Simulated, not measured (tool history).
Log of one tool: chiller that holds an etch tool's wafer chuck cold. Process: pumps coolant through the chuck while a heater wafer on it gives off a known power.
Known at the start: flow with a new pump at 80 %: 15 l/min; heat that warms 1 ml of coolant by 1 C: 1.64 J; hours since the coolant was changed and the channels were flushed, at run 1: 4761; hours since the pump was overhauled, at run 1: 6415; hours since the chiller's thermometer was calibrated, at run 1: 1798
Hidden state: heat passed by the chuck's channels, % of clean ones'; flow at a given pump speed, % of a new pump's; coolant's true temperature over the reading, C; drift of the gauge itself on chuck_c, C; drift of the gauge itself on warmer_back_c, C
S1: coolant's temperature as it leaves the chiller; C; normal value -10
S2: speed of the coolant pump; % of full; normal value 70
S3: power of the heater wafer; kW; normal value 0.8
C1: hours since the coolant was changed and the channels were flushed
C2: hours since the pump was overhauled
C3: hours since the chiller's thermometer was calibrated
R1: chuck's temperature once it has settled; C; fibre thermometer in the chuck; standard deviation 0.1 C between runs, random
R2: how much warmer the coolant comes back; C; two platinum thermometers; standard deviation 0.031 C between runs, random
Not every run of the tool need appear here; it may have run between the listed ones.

run,hour,S1,S2,S3,C1,C2,C3,R1,R2
1,0,-10,70,0.8,4761,6415,1798,-3.7,2.31
2,95.7,-10,70,0.8,4857,6511,1894,-3.5,2.3
3,265.2,-10,70,0.735,5026,6680,2064,-4.1,2.09
4,400.6,-10,70,0.735,5161,6816,2199,-4.1,2.08
5,564.7,-10,70,0.735,5326,6980,2363,-4.2,2.16
6,663.7,-10,70,0.735,5425,7079,2462,-4.1,2.18
7,732.2,-10,70,0.735,5493,7147,2531,-4.1,2.23
8,859.4,-10,70,0.735,5620,7275,2658,-4.2,2.2
9,1006.8,-4,70,0.976,5768,7422,2805,3.7,2.87
# hour 1019.8: chiller's thermometer calibrated
# hour 1067.7: coolant changed, channels flushed
10,1140.6,-13,61,0.734,73,7549,115,-6.2,2.55
11,1245.1,-16,76,0.619,177,7653,219,-11.5,1.7
12,1353.7,-16,76,0.619,286,7762,328,-11.3,1.73
13,1472.3,-9,95,0.586,405,7880,447,-5.3,1.38

5 options for the next run, each taken on its own from the tool as it stands now. Forecast them:
A,1588.2,-12,70,1.079,520,7996,562,?,?
B,1588.2,-10,70,0.869,520,7996,562,?,?
C,1588.2,-9,82,0.637,520,7996,562,?,?
D,1588.2,-15,95,0.554,520,7996,562,?,?
E,1588.2,-18,76,0.597,520,7996,562,?,?

run,R1,R2
A,-3.5,3.28
B,-3.1,2.65
C,-4.7,1.72
D,-11.6,1.28
E,-13.5,1.79
Without the tool's unlogged condition, the same runs would have read:
run,R1,R2
A,-3.5,3.07
B,-3.1,2.44
C,-4.7,1.52
D,-11.6,1.07
E,-13.5,1.58
